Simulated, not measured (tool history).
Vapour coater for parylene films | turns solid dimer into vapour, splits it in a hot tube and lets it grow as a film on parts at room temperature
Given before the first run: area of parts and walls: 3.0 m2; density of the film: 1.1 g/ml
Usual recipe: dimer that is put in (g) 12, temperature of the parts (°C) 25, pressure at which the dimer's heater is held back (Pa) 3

| run | hour | dimer that is put in (g) | temperature of the parts (°C) | pressure at which the dimer's heater is held back (Pa) | thickness of the film (um) |
|---|---|---|---|---|---|
| 1 | 0 | 12 | 25 | 3 | 1.76 |
| 2 | 9.3 | 12 | 25 | 2.51 | 1.8 |
| 3 | 22.6 | 12 | 25 | 2.51 | 1.73 |
| 4 | 32.5 | 12 | 25 | 3.59 | 1.66 |
| 5 | 41.2 | 12 | 25 | 3.59 | 1.64 |
| 6 | 55.8 | 12 | 25 | 3.59 | 1.65 |
| 7 | 67.2 | 12 | 25 | 3.59 | 1.69 |
| 8 | 79.9 | 12 | 25 | 3.59 | 1.62 |
| 9 | 90.7 | 12 | 25 | 2.51 | 1.75 |
| 10 | 103.4 | 12 | 25 | 2.51 | 1.74 |
| 11 | 113.3 | 21 | 17 | 11.87 | 2.74 |
| 12 | 125.7 | 21 | 17 | 11.87 | 2.68 |
| 13 | 140.1 | 13 | 24 | 4.98 | 1.71 |
| 14 | 147.6 | 6 | 28 | 3 | 0.76 |
| 15 | 159.3 | 6 | 28 | 3 | 0.83 |
| 16 | 170 | 6 | 17 | 2.66 | 0.93 |
| 17 | 183.4 | 11 | 25 | 3 | 1.51 |
| 18 | 193.9 | 13 | 25 | 2.93 | 1.77 |
| 19 | 208.3 | 10 | 21 | 4.59 | 1.34 |
| 20 | 221.3 | 8 | 26 | 5.59 | 0.95 |

Consider 4 possible next runs. They are alternatives, not a sequence: every one starts from the tool as it was left by run 20. What does each give?
| A | 235.7 | 7 | 21 | 3.52 | ? |
| B | 235.7 | 8 | 29 | 5.59 | ? |
| C | 235.7 | 12 | 34 | 3.06 | ? |
| D | 235.7 | 7 | 22 | 5.59 | ? |

| run | thickness of the film (um) |
|---|---|
| A | 0.96 |
| B | 0.91 |
| C | 1.37 |
| D | 0.93 |
Without the tool's hidden state the same runs would have given:
| run | thickness of the film (um) |
|---|---|
| A | 1.09 |
| B | 1.04 |
| C | 1.56 |
| D | 1.06 |
